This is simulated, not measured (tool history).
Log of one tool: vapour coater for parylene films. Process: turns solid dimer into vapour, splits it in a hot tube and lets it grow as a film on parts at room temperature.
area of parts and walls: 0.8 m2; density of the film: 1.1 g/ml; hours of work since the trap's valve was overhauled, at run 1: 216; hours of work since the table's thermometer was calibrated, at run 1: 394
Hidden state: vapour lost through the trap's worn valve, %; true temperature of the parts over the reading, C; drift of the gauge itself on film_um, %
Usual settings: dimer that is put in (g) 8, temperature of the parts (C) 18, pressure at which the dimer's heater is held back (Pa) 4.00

run   hour  dimer that is put in (g)  temperature of the parts (C)  pressure at which the dimer's heater is held back (Pa)  hours of work since the trap's valve was overhauled  hours of work since the table's thermometer was calibrated  thickness of the film (nm)
  1    0.0                         8                            18                                                    4.00                                                  216                                                         394                        6020
  2   21.3                         8                            18                                                    4.00                                                  235                                                         413                        5910
  3   61.5                         8                            18                                                    4.00                                                  270                                                         449                        5900
  4   97.3                         8                            18                                                    4.00                                                  302                                                         481                        5830
     118.4  -- trap's valve overhauled
  5  122.3                         8                            18                                                    4.00                                                    3                                                         499                        6540
  6  146.6                         8                            18                                                    4.00                                                   25                                                         521                        6480
  7  182.8                         8                            18                                                    4.41                                                   57                                                         553                        6250
  8  213.5                         8                            18                                                    4.41                                                   84                                                         580                        6220
  9  251.1                         8                            18                                                    4.41                                                  118                                                         614                        6150
 10  274.4                         3                            18                                                    4.00                                                  138                                                         634                        2350
 11  304.4                         3                            18                                                    4.00                                                  165                                                         661                        2290
 12  338.0                         8                            18                                                    4.00                                                  195                                                         691                        5990
 13  366.3                         8                            18                                                    4.00                                                  220                                                         716                        6050
 14  396.6                         8                            18                                                    4.00                                                  247                                                         743                        5920
 15  421.3                         8                            18                                                    4.00                                                  269                                                         765                        5850
 16  444.0                         8                            18                                                    4.00                                                  289                                                         785                        5880
 17  461.3                         8                            18                                                    7.85                                                  304                                                         800                        5340
     477.9  -- trap's valve overhauled
 18  500.7                         6                            28                                                    7.85                                                   20                                                         832                        3770
 19  539.4                        10                            24                                                    7.85                                                   55                                                         866                        6590
 20  557.3                        10                            24                                                    7.85                                                   71                                                         882                        6620
 21  590.3                        10                            24                                                    7.85                                                  100                                                         911                        6490
 22  626.7                        10                            24                                                    7.85                                                  132                                                         944                        6460
 23  661.2                         5                            17                                                    7.85                                                  163                                                         974                        3570
 24  691.3                         5                            17                                                    7.85                                                  190                                                        1001                        3560
 25  726.6                         5                            25                                                    8.56                                                  221                                                        1032                        3030
 26  748.5                         5                            25                                                    8.56                                                  240                                                        1052                        3000
 27  766.5                         5                            25                                                    8.56                                                  256                                                        1068                        3020
 28  803.7                         3                            22                                                    4.00                                                  289                                                        1101                        2050
     836.8  -- trap's valve overhauled
 29  836.8                         3                            22                                                    4.00                                                    0                                                        1127                        2280

Forecast each of these 5 alternatives for the next run:
  A  853.0                         3                            22                                                    2.88                                                   14                                                        1141                           ?
  B  853.0                         3                            18                                                    4.00                                                   14                                                        1141                           ?
  C  853.0                        10                            12                                                    4.00                                                   14                                                        1141                           ?
  D  853.0                         3                            22                                                    7.38                                                   14                                                        1141                           ?
  E  853.0                         4                            18                                                    4.00                                                   14                                                        1141                           ?

run  thickness of the film (nm)
  A                        2360
  B                        2400
  C                        8750
  D                        2090
  E                        3170
Without the tool's hidden state the same runs would have given:
run  thickness of the film (nm)
  A                        2410
  B                        2440
  C                        8920
  D                        2140
  E                        3230

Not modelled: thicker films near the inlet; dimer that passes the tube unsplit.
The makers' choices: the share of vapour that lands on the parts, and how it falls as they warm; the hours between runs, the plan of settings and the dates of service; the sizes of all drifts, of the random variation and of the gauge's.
